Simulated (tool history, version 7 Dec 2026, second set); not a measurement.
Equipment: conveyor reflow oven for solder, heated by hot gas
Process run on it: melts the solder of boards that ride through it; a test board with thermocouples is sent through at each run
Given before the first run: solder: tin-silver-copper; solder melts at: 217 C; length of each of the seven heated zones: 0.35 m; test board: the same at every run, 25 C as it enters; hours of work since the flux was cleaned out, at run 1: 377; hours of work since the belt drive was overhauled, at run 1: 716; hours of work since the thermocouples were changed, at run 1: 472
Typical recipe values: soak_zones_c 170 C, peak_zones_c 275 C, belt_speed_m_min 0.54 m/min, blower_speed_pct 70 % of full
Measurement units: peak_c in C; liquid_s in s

run,hour,soak_zones_c,peak_zones_c,belt_speed_m_min,blower_speed_pct,hours of work since the flux was cleaned out,hours of work since the belt drive was overhauled,hours of work since the thermocouples were changed,peak_c,liquid_s
1,0,170,275,0.54,70,377,716,472,249.7,54.2
2,64.2,170,275,0.598,70,418,756,512,245,43.6
3,130.6,170,275,0.54,81,460,798,554,252.6,56.4
4,168.2,170,275,0.54,81,483,822,578,252.6,56.5
# hour 179.7: flux residue cleaned out of gas plates and filters
5,206.7,170,275,0.54,70,17,843,599,248,51.6
6,251.6,170,275,0.611,70,45,871,627,242,39.1
7,293.2,170,275,0.54,64,72,898,653,245.9,49.1
8,344.6,170,275,0.54,64,104,930,686,245.9,49.1
9,383.2,170,275,0.54,70,128,954,710,247.3,51.1
10,448.9,170,275,0.54,70,170,996,751,247.1,50.7
# hour 475: flux residue cleaned out of gas plates and filters, once more
11,485.3,170,275,0.54,70,6,1016,771,255.5,59.4
12,530.5,170,275,0.54,70,35,1044,800,255.2,59.2
13,569.8,170,275,0.54,70,60,1069,824,255.1,58.9
14,606.5,170,275,0.54,70,83,1092,848,254.8,59
15,671.6,171,275,0.54,70,124,1133,889,254.7,59.2
16,715,171,275,0.54,70,151,1160,916,254.9,58.9
17,752.5,173,275,0.54,70,175,1184,940,254.6,60
# hour 757.7: thermocouples of zones 6 and 7 changed
18,818.7,173,275,0.54,70,215,1224,38,251.6,57.3
19,859.6,180,286,0.45,67,241,1250,64,268.2,86.3
20,891.4,180,286,0.45,67,261,1270,84,268.5,85.7
21,939.5,180,286,0.45,67,291,1301,115,268.5,86.2
22,976.5,160,267,0.483,63,315,1324,138,243.9,52
23,1030.6,163,275,0.58,70,349,1358,172,245.4,44.9
24,1076.7,166,275,0.58,57,378,1387,201,240.5,39.3
25,1130.1,176,275,0.441,56,412,1421,235,255.1,75.8
26,1197.3,176,275,0.441,56,454,1463,277,254.9,75.4
27,1224.6,176,275,0.441,56,471,1480,294,254.7,75.6
# hour 1252.9: flux residue cleaned out of gas plates and filters
28,1276.8,176,270,0.514,57,15,1510,324,248.5,59
29,1341.2,179,275,0.54,70,56,1550,365,255.9,64.3
30,1408.2,179,275,0.54,70,98,1593,407,255.8,63.9

5 ways to go on from here, each from the tool as it stands after run 30. What would each give?
A,1458,157,275,0.567,53,129,1624,438,?,?
B,1458,179,287,0.54,77,129,1624,438,?,?
C,1458,170,271,0.54,70,129,1624,438,?,?
D,1458,179,270,0.605,70,129,1624,438,?,?
E,1458,170,280,0.54,70,129,1624,438,?,?

run,peak_c,liquid_s
A,240.6,37.9
B,267.8,71.8
C,250.2,55.9
D,247.2,49.5
E,257.8,61.8
Stripped of hidden state, with their random variation kept, the same runs would have yielded:
run,peak_c,liquid_s
A,239.3,35
B,267.1,68.6
C,249.4,53.1
D,246.4,47
E,256.9,58.8
